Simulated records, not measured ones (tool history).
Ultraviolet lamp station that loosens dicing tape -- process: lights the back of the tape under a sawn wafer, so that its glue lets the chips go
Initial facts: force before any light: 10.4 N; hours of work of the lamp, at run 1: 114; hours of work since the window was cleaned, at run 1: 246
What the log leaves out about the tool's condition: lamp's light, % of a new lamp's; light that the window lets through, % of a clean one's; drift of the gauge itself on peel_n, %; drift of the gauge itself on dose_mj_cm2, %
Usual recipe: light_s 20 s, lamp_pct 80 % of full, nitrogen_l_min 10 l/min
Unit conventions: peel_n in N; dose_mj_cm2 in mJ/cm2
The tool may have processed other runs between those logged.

run,hour,light_s,lamp_pct,nitrogen_l_min,hours of work of the lamp,hours of work since the window was cleaned,peel_n,dose_mj_cm2
1,0.0,20,80,10,114,246,0.512,444
2,15.6,20,71,10,123,256,0.659,394
# hour 19.3: window cleaned of glue's vapour
3,37.7,11,80,10,136,11,1.710,242
4,56.5,20,80,10,147,22,0.515,444
5,66.1,20,80,10,153,28,0.530,446
6,83.0,20,80,10,163,38,0.522,444
7,101.8,20,80,10,174,49,0.542,441
8,118.1,20,80,10,184,59,0.503,446
9,129.0,20,80,10,190,65,0.519,445
10,148.2,19,80,10,202,77,0.574,423
11,167.2,19,80,10,213,88,0.595,416
12,177.0,19,80,9,219,94,0.637,423
13,192.3,19,80,6,228,103,0.866,426
14,212.0,20,80,12,240,115,0.439,449
15,224.1,20,80,12,247,122,0.448,447
16,234.7,20,80,12,253,128,0.459,444
17,257.6,20,80,12,267,142,0.451,448
18,280.6,20,93,12,280,156,0.364,518
19,301.7,20,93,12,293,168,0.359,513
20,315.5,20,93,12,301,176,0.354,515
21,335.3,14,61,10,313,188,1.783,238
22,351.2,40,68,19,322,198,0.253,757
23,369.2,18,68,15,333,208,0.691,341

What will run 24 give?
24,389.5,20,80,17,345,221,?,?

Run 24 measured peel_n 0.381 N, dose_mj_cm2 440 mJ/cm2.
With no hidden state in the tool, this same run would have given peel_n 0.380 N, dose_mj_cm2 440 mJ/cm2.

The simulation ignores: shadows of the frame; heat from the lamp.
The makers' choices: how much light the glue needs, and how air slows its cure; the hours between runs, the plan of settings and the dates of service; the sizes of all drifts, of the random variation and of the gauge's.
